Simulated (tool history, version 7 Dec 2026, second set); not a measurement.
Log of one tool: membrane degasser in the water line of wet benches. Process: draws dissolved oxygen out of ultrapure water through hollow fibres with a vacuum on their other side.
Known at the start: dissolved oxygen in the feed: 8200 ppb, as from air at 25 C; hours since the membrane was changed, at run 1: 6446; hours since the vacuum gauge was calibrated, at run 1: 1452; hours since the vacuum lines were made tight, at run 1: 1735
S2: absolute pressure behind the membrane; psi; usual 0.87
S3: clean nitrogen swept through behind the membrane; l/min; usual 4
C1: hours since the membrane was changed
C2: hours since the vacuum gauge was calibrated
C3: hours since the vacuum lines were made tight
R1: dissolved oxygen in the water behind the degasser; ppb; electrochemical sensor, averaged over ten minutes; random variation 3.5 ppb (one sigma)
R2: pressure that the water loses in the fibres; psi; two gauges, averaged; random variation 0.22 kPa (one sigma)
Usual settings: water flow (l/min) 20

run 1 hour=0 | water_flow_(l/min)=20 S2=0.87 S3=4 | C1=6446 C2=1452 C3=1735 | R1=408.8 R2=9.762
run 2 hour=137.7 | water_flow_(l/min)=20 S2=0.753 S3=4 | C1=6583 C2=1589 C3=1872 | R1=404.9 R2=9.731
run 3 hour=212.9 | water_flow_(l/min)=20 S2=0.87 S3=4 | C1=6659 C2=1664 C3=1948 | R1=415.2 R2=9.726
run 4 hour=288.4 | water_flow_(l/min)=12 S2=0.87 S3=4 | C1=6734 C2=1740 C3=2023 | R1=154.4 R2=5.832
run 5 hour=444.1 | water_flow_(l/min)=20 S2=0.554 S3=4 | C1=6890 C2=1896 C3=2179 | R1=387.3 R2=9.773
run 6 hour=579.7 | water_flow_(l/min)=20 S2=0.87 S3=4 | C1=7025 C2=2031 C3=2315 | R1=411.2 R2=9.752
run 7 hour=728.1 | water_flow_(l/min)=20 S2=0.87 S3=4 | C1=7174 C2=2180 C3=2463 | R1=417 R2=9.8
run 8 hour=806.9 | water_flow_(l/min)=20 S2=0.87 S3=4 | C1=7253 C2=2258 C3=2542 | R1=425.2 R2=9.771
run 9 hour=922.3 | water_flow_(l/min)=20 S2=0.87 S3=4 | C1=7368 C2=2374 C3=2657 | R1=418.9 R2=9.764
-- hour=934.3 vacuum gauge calibrated
run 10 hour=1024.6 | water_flow_(l/min)=20 S2=0.87 S3=4 | C1=7470 C2=90 C3=2759 | R1=413.5 R2=9.797
run 11 hour=1135.8 | water_flow_(l/min)=20 S2=0.87 S3=4 | C1=7581 C2=202 C3=2870 | R1=425.7 R2=9.823
run 12 hour=1224.3 | water_flow_(l/min)=20 S2=0.87 S3=4 | C1=7669 C2=290 C3=2959 | R1=421.4 R2=9.874
run 13 hour=1309.5 | water_flow_(l/min)=20 S2=0.87 S3=4 | C1=7755 C2=375 C3=3044 | R1=425.3 R2=9.777
run 14 hour=1426.4 | water_flow_(l/min)=20 S2=0.87 S3=4 | C1=7872 C2=492 C3=3161 | R1=425.1 R2=9.85
run 15 hour=1522.8 | water_flow_(l/min)=20 S2=0.87 S3=4 | C1=7968 C2=589 C3=3257 | R1=424 R2=9.805
run 16 hour=1620.1 | water_flow_(l/min)=20 S2=0.87 S3=4 | C1=8065 C2=686 C3=3354 | R1=431.3 R2=9.831
run 17 hour=1727.1 | water_flow_(l/min)=20 S2=0.87 S3=4 | C1=8172 C2=793 C3=3461 | R1=427.9 R2=9.88
-- hour=1767.7 vacuum gauge calibrated, once more
run 18 hour=1846.4 | water_flow_(l/min)=24 S2=0.641 S3=4 | C1=8291 C2=79 C3=3580 | R1=551.2 R2=11.842
run 19 hour=1954 | water_flow_(l/min)=24 S2=0.641 S3=4 | C1=8399 C2=186 C3=3688 | R1=550.4 R2=11.948
run 20 hour=2027.6 | water_flow_(l/min)=32 S2=0.87 S3=4.11 | C1=8472 C2=260 C3=3761 | R1=859.5 R2=15.892
-- hour=2043.5 membrane cartridge changed
run 21 hour=2132 | water_flow_(l/min)=28 S2=0.87 S3=3.29 | C1=89 C2=360 C3=3862 | R1=620.8 R2=12.937
run 22 hour=2223.3 | water_flow_(l/min)=13 S2=0.87 S3=4 | C1=180 C2=452 C3=3953 | R1=151.7 R2=6.009
run 23 hour=2296.3 | water_flow_(l/min)=30 S2=1.495 S3=4.44 | C1=253 C2=525 C3=4026 | R1=730.5 R2=13.876
run 24 hour=2460.3 | water_flow_(l/min)=30 S2=1.495 S3=4.44 | C1=417 C2=689 C3=4190 | R1=749.6 R2=13.893
-- hour=2548.4 seals of the vacuum lines changed
run 25 hour=2584.5 | water_flow_(l/min)=15 S2=0.87 S3=4 | C1=539 C2=811 C3=36 | R1=204 R2=6.956
run 26 hour=2730 | water_flow_(l/min)=14 S2=0.87 S3=3.28 | C1=685 C2=956 C3=182 | R1=181.9 R2=6.515
run 27 hour=2848.1 | water_flow_(l/min)=20 S2=1.858 S3=7.15 | C1=803 C2=1074 C3=300 | R1=393.7 R2=9.277
run 28 hour=2997.9 | water_flow_(l/min)=23 S2=1.466 S3=10.35 | C1=952 C2=1224 C3=450 | R1=454.2 R2=10.683
run 29 hour=3093.9 | water_flow_(l/min)=23 S2=1.466 S3=10.35 | C1=1048 C2=1320 C3=546 | R1=459 R2=10.727
run 30 hour=3175.5 | water_flow_(l/min)=19 S2=0.529 S3=3.65 | C1=1130 C2=1402 C3=627 | R1=306.3 R2=8.834
run 31 hour=3263.5 | water_flow_(l/min)=29 S2=0.87 S3=4 | C1=1218 C2=1490 C3=715 | R1=659.3 R2=13.561

Hidden state or all else? Some run-to-run changes of R1, split into what the settings, what came in and random variation would give without the hidden state, and what is left for the hidden state (with any gauge scatter that isn't in both results):
The hidden state here: membrane still open, %; true pressure behind the membrane over the reading, kPa; air that leaks in behind the membrane, l/min; drift of the gauge itself on oxygen_ppb, %; drift of the gauge itself on loss_of_pressure_kpa, %.
Run 3 -> 4: water flow (l/min) 20 -> 12. R1 -260.8 ppb: hidden state -33, all else -227.8.
Run 4 -> 5: water flow (l/min) 12 -> 20, S2 0.87 -> 0.554. R1 +232.9 ppb: hidden state +34.6, all else +198.3.
Run 20 -> 21: water flow (l/min) 32 -> 28, S3 4.11 -> 3.29, membrane cartridge changed. R1 -238.7 ppb: hidden state -122.8, all else -115.9.
Run 21 -> 22: water flow (l/min) 28 -> 13, S3 3.29 -> 4. R1 -469.1 ppb: hidden state -0.4, all else -468.7.
Run 22 -> 23: water flow (l/min) 13 -> 30, S2 0.87 -> 1.495, S3 4 -> 4.44. R1 +578.8 ppb: hidden state +3.9, all else +574.9.
Run 24 -> 25: water flow (l/min) 30 -> 15, S2 1.495 -> 0.87, S3 4.44 -> 4, seals of the vacuum lines changed. R1 -545.6 ppb: hidden state -5.2, all else -540.4.
